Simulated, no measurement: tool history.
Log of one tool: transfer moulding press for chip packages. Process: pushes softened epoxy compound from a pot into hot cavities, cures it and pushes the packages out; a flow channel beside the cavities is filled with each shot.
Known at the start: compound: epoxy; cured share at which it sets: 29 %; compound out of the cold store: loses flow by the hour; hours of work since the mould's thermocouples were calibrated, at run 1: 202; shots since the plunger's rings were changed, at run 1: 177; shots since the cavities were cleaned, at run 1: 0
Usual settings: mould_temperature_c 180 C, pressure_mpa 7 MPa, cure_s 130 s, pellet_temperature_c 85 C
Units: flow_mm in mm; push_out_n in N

| run | hour | mould_temperature_c | pressure_mpa | cure_s | pellet_temperature_c | hours of work since the mould's thermocouples were calibrated | shots since the plunger's rings were changed | shots since the cavities were cleaned | incoming compound's hours out of the cold store | flow_mm | push_out_n |
|---|---|---|---|---|---|---|---|---|---|---|---|
| 1 | 0 | 180 | 7 | 130 | 85 | 202 | 177 | 0 | 21.6 | 572 | 359 |
| 2 | 13 | 180 | 7.71 | 130 | 85 | 207 | 259 | 82 | 32.3 | 564 | 348 |
| 3 | 25.7 | 180 | 7.71 | 130 | 85 | 213 | 341 | 164 | 37 | 543 | 339 |
| 4 | 33.3 | 180 | 7 | 130 | 85 | 216 | 389 | 212 | 14.8 | 600 | 353 |
| 5 | 42.2 | 180 | 7 | 135 | 85 | 220 | 446 | 269 | 17.9 | 586 | 350 |
| 6 | 59.1 | 178 | 7 | 135 | 85 | 227 | 554 | 377 | 27 | 561 | 366 |
| 7 | 67.1 | 178 | 7 | 135 | 85 | 230 | 605 | 428 | 28.3 | 553 | 366 |
| 8 | 75.1 | 178 | 7 | 135 | 85 | 234 | 656 | 479 | 14.7 | 603 | 362 |
| 9 | 86.7 | 180 | 7 | 117 | 85 | 239 | 730 | 553 | 39.2 | 514 | 384 |
| 10 | 96.5 | 176 | 7 | 161 | 85 | 243 | 792 | 615 | 23.8 | 573 | 350 |
| 11 | 109.3 | 187 | 7 | 111 | 85 | 249 | 874 | 697 | 31.2 | 525 | 359 |
| 12 | 125 | 186 | 6.61 | 111 | 85 | 255 | 974 | 797 | 46.7 | 467 | 363 |
| 13 | 135.4 | 180 | 6.61 | 111 | 76 | 260 | 1040 | 863 | 24.3 | 545 | 391 |

3 ways to go on from here, each from the tool as it stands after run 13. What would each give?
| A | 151.4 | 179 | 6.51 | 130 | 85 | 267 | 1142 | 965 | 32.4 | ? | ? |
| B | 151.4 | 185 | 8.31 | 130 | 85 | 267 | 1142 | 965 | 47.2 | ? | ? |
| C | 151.4 | 180 | 6.08 | 111 | 76 | 267 | 1142 | 965 | 28.9 | ? | ? |

| run | flow_mm | push_out_n |
|---|---|---|
| A | 518 | 361 |
| B | 522 | 340 |
| C | 510 | 406 |
Without the tool's hidden state the same runs would have given:
| run | flow_mm | push_out_n |
|---|---|---|
| A | 518 | 357 |
| B | 523 | 337 |
| C | 510 | 402 |

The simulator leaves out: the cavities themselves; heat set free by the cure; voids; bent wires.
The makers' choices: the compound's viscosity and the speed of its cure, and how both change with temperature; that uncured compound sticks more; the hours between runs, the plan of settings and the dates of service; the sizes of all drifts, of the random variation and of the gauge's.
